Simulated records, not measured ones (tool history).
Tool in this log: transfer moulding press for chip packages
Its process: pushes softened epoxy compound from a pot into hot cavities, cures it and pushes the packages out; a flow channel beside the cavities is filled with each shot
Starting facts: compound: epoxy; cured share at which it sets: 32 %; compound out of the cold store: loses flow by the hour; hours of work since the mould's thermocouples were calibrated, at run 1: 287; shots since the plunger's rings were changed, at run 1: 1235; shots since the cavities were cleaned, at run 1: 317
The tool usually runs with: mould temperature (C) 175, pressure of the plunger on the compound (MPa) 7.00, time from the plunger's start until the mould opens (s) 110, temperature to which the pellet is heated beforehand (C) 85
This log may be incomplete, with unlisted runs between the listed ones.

run	hour	mould temperature (C)	pressure of the plunger on the compound (MPa)	time from the plunger's start until the mould opens (s)	temperature to which the pellet is heated beforehand (C)	hours of work since the mould's thermocouples were calibrated	shots since the plunger's rings were changed	shots since the cavities were cleaned	incoming compound's hours out of the cold store	length that the compound runs in the flow channel (mm)	greatest force on the pins that push the packages out (N)
1	0.0	175	7.00	110	85	287	1235	317	29.4	887	339
2	19.2	175	7.00	110	85	295	1381	463	46.2	833	330
# hour 29.6: cavities cleaned with cleaning compound and waxed
3	34.2	175	7.00	136	85	300	1483	35	33.2	877	218
4	47.0	175	7.00	136	85	306	1580	132	46.7	826	244
5	63.8	169	7.00	110	85	313	1708	260	43.8	845	399
6	73.2	169	7.00	110	85	316	1779	331	35.1	885	411
7	91.9	169	7.00	110	85	324	1921	473	14.5	952	498
# hour 100.8: cavities cleaned with cleaning compound and waxed
8	105.9	169	7.00	110	85	329	2016	39	21.7	932	309
9	124.3	169	7.00	110	85	337	2156	179	16.3	946	396
10	144.3	175	7.00	110	85	345	2307	330	36.3	854	324
11	153.5	175	7.00	110	85	349	2377	400	25.3	885	347
12	163.8	175	7.00	110	85	353	2455	478	33.6	855	369
# hour 172.1: cavities cleaned with cleaning compound and waxed
13	179.9	175	7.00	110	85	360	2566	60	8.6	947	244
14	190.4	171	5.91	110	79	364	2646	140	27.2	817	316
15	201.3	175	6.46	110	85	368	2728	222	29.4	831	290
16	218.4	181	6.83	110	85	376	2858	352	8.3	906	308
17	238.3	175	8.40	110	85	384	3009	503	33.8	922	367
# hour 244.4: cavities cleaned with cleaning compound and waxed
18	258.0	175	7.48	124	86	391	3147	104	19.4	932	241
19	270.6	175	7.48	124	86	397	3242	199	17.1	934	266
20	284.0	175	5.98	99	81	402	3344	301	35.4	766	368
21	303.9	183	6.04	113	88	410	3495	452	47.8	711	312
# hour 316.2: cavities cleaned with cleaning compound and waxed
22	321.9	183	6.04	113	88	417	3621	44	25.3	779	219
23	341.3	183	6.04	113	87	425	3768	191	24.4	782	255
24	358.1	183	6.04	113	87	432	3895	318	16.9	805	291
25	371.9	167	6.59	104	77	438	4000	423	23.5	866	630
26	383.9	175	7.20	110	82	443	4090	513	34.9	836	364

3 ways to go on from here, each from the tool as it stands after run 26. What would each give?
# hour 388.6: cavities cleaned with cleaning compound and waxed
A	403.3	181	7.67	146	85	450	4227	112	19.3	?	?
# hour 388.6: cavities cleaned with cleaning compound and waxed
B	403.3	175	7.10	96	85	450	4227	112	33.0	?	?
# hour 388.6: cavities cleaned with cleaning compound and waxed
C	403.3	178	7.00	124	85	450	4227	112	38.5	?	?

run	length that the compound runs in the flow channel (mm)	greatest force on the pins that push the packages out (N)
A	891	244
B	831	316
C	796	241
Without the tool's unlogged condition, the same runs would have read:
run	length that the compound runs in the flow channel (mm)	greatest force on the pins that push the packages out (N)
A	978	202
B	913	270
C	874	200
